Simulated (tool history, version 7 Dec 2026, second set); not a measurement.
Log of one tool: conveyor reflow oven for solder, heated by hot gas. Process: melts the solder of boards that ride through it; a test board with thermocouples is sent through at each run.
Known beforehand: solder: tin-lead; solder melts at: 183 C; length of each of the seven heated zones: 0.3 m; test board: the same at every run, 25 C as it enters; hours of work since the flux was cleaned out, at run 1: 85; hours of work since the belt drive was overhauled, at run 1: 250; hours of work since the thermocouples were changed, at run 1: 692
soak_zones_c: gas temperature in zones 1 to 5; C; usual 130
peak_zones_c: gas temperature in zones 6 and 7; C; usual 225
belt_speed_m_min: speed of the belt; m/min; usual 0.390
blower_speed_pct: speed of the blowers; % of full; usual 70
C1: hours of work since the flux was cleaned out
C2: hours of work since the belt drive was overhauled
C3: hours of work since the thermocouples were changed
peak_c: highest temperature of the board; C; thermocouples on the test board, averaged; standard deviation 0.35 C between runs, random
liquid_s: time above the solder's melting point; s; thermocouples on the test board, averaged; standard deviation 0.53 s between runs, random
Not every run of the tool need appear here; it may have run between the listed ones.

Run 1, hour 0.0: usual settings; C1 85; C2 250; C3 692. Result: peak_c 208.2 C, liquid_s 55.3 s.
Run 2, hour 15.0: usual settings; C1 94; C2 259; C3 700. Result: peak_c 207.8 C, liquid_s 55.9 s.
Run 3, hour 23.6: usual settings; C1 98; C2 263; C3 705. Result: peak_c 208.7 C, liquid_s 56.4 s.
Run 4, hour 36.4: usual settings but blower_speed_pct 53 % of full; C1 105; C2 270; C3 712. Result: peak_c 204.3 C, liquid_s 50.3 s.
Run 5, hour 48.7: usual settings; C1 112; C2 277; C3 718. Result: peak_c 207.9 C, liquid_s 56.8 s.
Run 6, hour 54.8: usual settings; C1 115; C2 280; C3 722. Result: peak_c 208.1 C, liquid_s 56.0 s.
Run 7, hour 69.4: usual settings; C1 123; C2 288; C3 730. Result: peak_c 208.1 C, liquid_s 55.3 s.
Run 8, hour 78.6: usual settings but belt_speed_m_min 0.325 m/min; C1 128; C2 293; C3 735. Result: peak_c 212.9 C, liquid_s 75.8 s.
Run 9, hour 90.6: usual settings; C1 135; C2 300; C3 741. Result: peak_c 207.3 C, liquid_s 55.6 s.
Run 10, hour 104.2: usual settings but belt_speed_m_min 0.405 m/min; C1 142; C2 307; C3 749. Result: peak_c 206.6 C, liquid_s 51.7 s.
Run 11, hour 115.1: usual settings but belt_speed_m_min 0.405 m/min; C1 148; C2 313; C3 755. Result: peak_c 207.0 C, liquid_s 52.1 s.
Run 12, hour 123.6: usual settings but belt_speed_m_min 0.405 m/min; C1 153; C2 318; C3 759. Result: peak_c 205.9 C, liquid_s 51.9 s.
Run 13, hour 137.6: usual settings; C1 161; C2 326; C3 767. Result: peak_c 208.1 C, liquid_s 55.5 s.
Run 14, hour 148.1: usual settings but blower_speed_pct 67 % of full; C1 167; C2 332; C3 773. Result: peak_c 206.9 C, liquid_s 54.8 s.
Run 15, hour 160.7: usual settings but blower_speed_pct 67 % of full; C1 173; C2 338; C3 780. Result: peak_c 208.3 C, liquid_s 55.2 s.
Run 16, hour 168.0: usual settings; C1 177; C2 342; C3 784. Result: peak_c 207.9 C, liquid_s 55.6 s.
Run 17, hour 183.1: usual settings but peak_zones_c 221 C, blower_speed_pct 61 % of full; C1 186; C2 351; C3 792. Result: peak_c 202.6 C, liquid_s 48.8 s.
Run 18, hour 193.4: usual settings but peak_zones_c 221 C, blower_speed_pct 61 % of full; C1 191; C2 356; C3 798. Result: peak_c 202.6 C, liquid_s 48.0 s.
Run 19, hour 201.2: usual settings but peak_zones_c 237 C, belt_speed_m_min 0.416 m/min; C1 196; C2 361; C3 802. Result: peak_c 215.9 C, liquid_s 60.3 s.
Run 20, hour 215.8: usual settings but soak_zones_c 135 C, peak_zones_c 240 C, belt_speed_m_min 0.331 m/min; C1 204; C2 369; C3 810. Result: peak_c 226.6 C, liquid_s 90.1 s.
Run 21, hour 223.3: usual settings but soak_zones_c 135 C, peak_zones_c 240 C, belt_speed_m_min 0.331 m/min; C1 208; C2 373; C3 814. Result: peak_c 226.8 C, liquid_s 90.3 s.
Run 22, hour 229.6: usual settings but soak_zones_c 123 C, belt_speed_m_min 0.392 m/min; C1 211; C2 376; C3 818. Result: peak_c 206.3 C, liquid_s 51.0 s.
Run 23, hour 237.8: usual settings but soak_zones_c 123 C, peak_zones_c 235 C, belt_speed_m_min 0.392 m/min, blower_speed_pct 76 % of full; C1 216; C2 381; C3 822. Result: peak_c 216.5 C, liquid_s 62.1 s.
Run 24, hour 245.1: usual settings but soak_zones_c 136 C, peak_zones_c 236 C, belt_speed_m_min 0.392 m/min, blower_speed_pct 58 % of full; C1 220; C2 385; C3 826. Result: peak_c 216.3 C, liquid_s 65.3 s.
Run 25, hour 257.5: usual settings but soak_zones_c 144 C, belt_speed_m_min 0.335 m/min, blower_speed_pct 87 % of full; C1 227; C2 392; C3 833. Result: peak_c 216.4 C, liquid_s 84.8 s.
Run 26, hour 267.4: usual settings but soak_zones_c 121 C; C1 232; C2 397; C3 838. Result: peak_c 205.7 C, liquid_s 51.2 s.
Run 27, hour 280.2: usual settings but soak_zones_c 121 C; C1 239; C2 404; C3 845. Result: peak_c 206.2 C, liquid_s 50.5 s.
Run 28, hour 287.8: usual settings but soak_zones_c 121 C, belt_speed_m_min 0.368 m/min, blower_speed_pct 63 % of full; C1 243; C2 408; C3 850. Result: peak_c 207.0 C, liquid_s 54.1 s.
Run 29, hour 293.9: usual settings but soak_zones_c 121 C, belt_speed_m_min 0.368 m/min, blower_speed_pct 63 % of full; C1 246; C2 411; C3 853. Result: peak_c 206.3 C, liquid_s 54.9 s.
Run 30, hour 305.0: usual settings but soak_zones_c 121 C, belt_speed_m_min 0.368 m/min, blower_speed_pct 63 % of full; C1 253; C2 418; C3 859. Result: peak_c 207.1 C, liquid_s 54.1 s.
Run 31, hour 315.1: usual settings but soak_zones_c 121 C, belt_speed_m_min 0.310 m/min, blower_speed_pct 63 % of full; C1 258; C2 423; C3 864. Result: peak_c 212.5 C, liquid_s 75.2 s.

Alternative continuations, all from the tool just after run 31; predict every row:
Run A, hour 325.5: usual settings but soak_zones_c 121 C, belt_speed_m_min 0.436 m/min, blower_speed_pct 63 % of full; C1 264; C2 429; C3 870. Result: peak_c ?, liquid_s ?.
Run B, hour 325.5: usual settings but soak_zones_c 121 C; C1 264; C2 429; C3 870. Result: peak_c ?, liquid_s ?.
Run C, hour 325.5: usual settings but blower_speed_pct 63 % of full; C1 264; C2 429; C3 870. Result: peak_c ?, liquid_s ?.
Run D, hour 325.5: usual settings but soak_zones_c 121 C, peak_zones_c 227 C, belt_speed_m_min 0.455 m/min, blower_speed_pct 67 % of full; C1 264; C2 429; C3 870. Result: peak_c ?, liquid_s ?.

run  peak_c  liquid_s
  A   200.8      36.3
  B   206.5      51.0
  C   206.2      53.1
  D   202.1      35.3
What these runs would have given with no unlogged condition in the tool:
run  peak_c  liquid_s
  A   200.9      36.5
  B   206.7      51.2
  C   206.3      53.3
  D   202.3      35.5
